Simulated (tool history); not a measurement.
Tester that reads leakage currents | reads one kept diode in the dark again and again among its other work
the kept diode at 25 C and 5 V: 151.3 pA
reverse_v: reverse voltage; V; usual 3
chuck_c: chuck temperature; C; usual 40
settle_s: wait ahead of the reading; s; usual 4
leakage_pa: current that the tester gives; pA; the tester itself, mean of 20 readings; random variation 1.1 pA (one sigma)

run 1 hour=0 | reverse_v=3 chuck_c=40 settle_s=4 | leakage_pa=361.11
run 2 hour=54.2 | reverse_v=3 chuck_c=40 settle_s=4 | leakage_pa=361.85
run 3 hour=96 | reverse_v=3 chuck_c=40 settle_s=4 | leakage_pa=361.72
run 4 hour=175.5 | reverse_v=3 chuck_c=40 settle_s=4 | leakage_pa=361.46
run 5 hour=250.2 | reverse_v=3 chuck_c=40 settle_s=4 | leakage_pa=365.32
run 6 hour=298.6 | reverse_v=3 chuck_c=52 settle_s=4 | leakage_pa=834.7
run 7 hour=339.1 | reverse_v=3.76 chuck_c=40 settle_s=4 | leakage_pa=408.04
run 8 hour=413.9 | reverse_v=3.76 chuck_c=40 settle_s=4 | leakage_pa=410.91
run 9 hour=480.6 | reverse_v=3 chuck_c=41 settle_s=4 | leakage_pa=395.81
run 10 hour=516.8 | reverse_v=1.01 chuck_c=40 settle_s=8.62 | leakage_pa=212.48
run 11 hour=577.5 | reverse_v=1.01 chuck_c=40 settle_s=8.62 | leakage_pa=211.92
run 12 hour=650.2 | reverse_v=12.07 chuck_c=40 settle_s=1.89 | leakage_pa=747.62
run 13 hour=722.4 | reverse_v=3 chuck_c=23 settle_s=1.03 | leakage_pa=102.62
run 14 hour=792.9 | reverse_v=3 chuck_c=23 settle_s=1.03 | leakage_pa=102.32
run 15 hour=827.7 | reverse_v=1.55 chuck_c=44 settle_s=1.55 | leakage_pa=353.65
run 16 hour=909.7 | reverse_v=1.54 chuck_c=28 settle_s=0.91 | leakage_pa=108.93
run 17 hour=962.9 | reverse_v=3 chuck_c=21 settle_s=0.42 | leakage_pa=88.52
run 18 hour=1041.9 | reverse_v=1.32 chuck_c=21 settle_s=0.42 | leakage_pa=58.11

Taken out of this log: 1 entry between the listed runs. Where each belongs, and how the hidden state differs across it:
Between runs 1 and 2: probe card cleaned and baked (hour 36.2)
  stray current of the dirty probe card, pA a volt: 0.229 -> 0.024; current scale over the true one, %: -1.75 -> -1.79; true chuck temperature over the reading, C: 0.08 -> 0.12
  measured less the result without the state, leakage_pa: -3.58 -> -3.41 pA
